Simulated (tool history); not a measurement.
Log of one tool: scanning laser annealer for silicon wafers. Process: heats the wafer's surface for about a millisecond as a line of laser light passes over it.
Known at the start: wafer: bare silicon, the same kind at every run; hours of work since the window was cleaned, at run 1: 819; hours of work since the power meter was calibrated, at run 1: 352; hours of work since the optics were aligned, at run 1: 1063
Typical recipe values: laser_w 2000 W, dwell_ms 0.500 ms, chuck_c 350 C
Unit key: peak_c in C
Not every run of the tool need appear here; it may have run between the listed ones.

run   hour  laser_w  dwell_ms  chuck_c  hours of work since the window was cleaned  hours of work since the power meter was calibrated  hours of work since the optics were aligned  peak_c
  1    0.0     2000     0.500      350                                         819                                                 352                                         1063    1158
      66.1  -- window over the wafer cleaned
  2   66.1     2000     0.500      350                                           0                                                 395                                         1107    1182
  3  142.4     2000     0.500      350                                          52                                                 447                                         1158    1178
  4  226.9     2000     0.500      350                                         109                                                 504                                         1215    1180
  5  293.0     2000     0.500      350                                         153                                                 549                                         1260    1176
  6  376.7     2000     0.500      332                                         210                                                 605                                         1317    1151
     453.0  -- optics aligned, line set to its width
  7  457.3     2000     0.500      332                                         261                                                 657                                            3    1167
     465.4  -- laser's power meter calibrated
  8  505.9     2000     0.500      332                                         292                                                  27                                           34    1167
  9  555.3     1731     0.555      350                                         325                                                  61                                           67    1117
 10  595.5     1731     0.555      350                                         353                                                  88                                           94    1116
     629.0  -- laser's power meter calibrated, once more
 11  640.7     2058     0.535      350                                         381                                                   8                                          123    1234
 12  686.1     2000     0.463      314                                         412                                                  39                                          154    1112
 13  756.4     2000     0.463      314                                         459                                                  86                                          201    1108
 14  828.9     2000     0.400      385                                         508                                                 135                                          250    1120
 15  891.5     2009     0.400      381                                         551                                                 178                                          292    1113

Here are 5 independent what-if runs from the current tool condition. What would each one return?
  A  929.2     1864     0.475      332                                         576                                                 203                                          318       ?
  B  929.2     1729     0.592      319                                         576                                                 203                                          318       ?
  C  929.2     1814     0.458      343                                         576                                                 203                                          318       ?
  D  929.2     2000     0.500      325                                         576                                                 203                                          318       ?
  E  929.2     1734     0.500      350                                         576                                                 203                                          318       ?

run  peak_c
  A    1079
  B    1105
  C    1061
  D    1150
  E    1071
Had the tool no hidden state, the same runs would have come out as:
run  peak_c
  A    1097
  B    1123
  C    1077
  D    1169
  E    1088
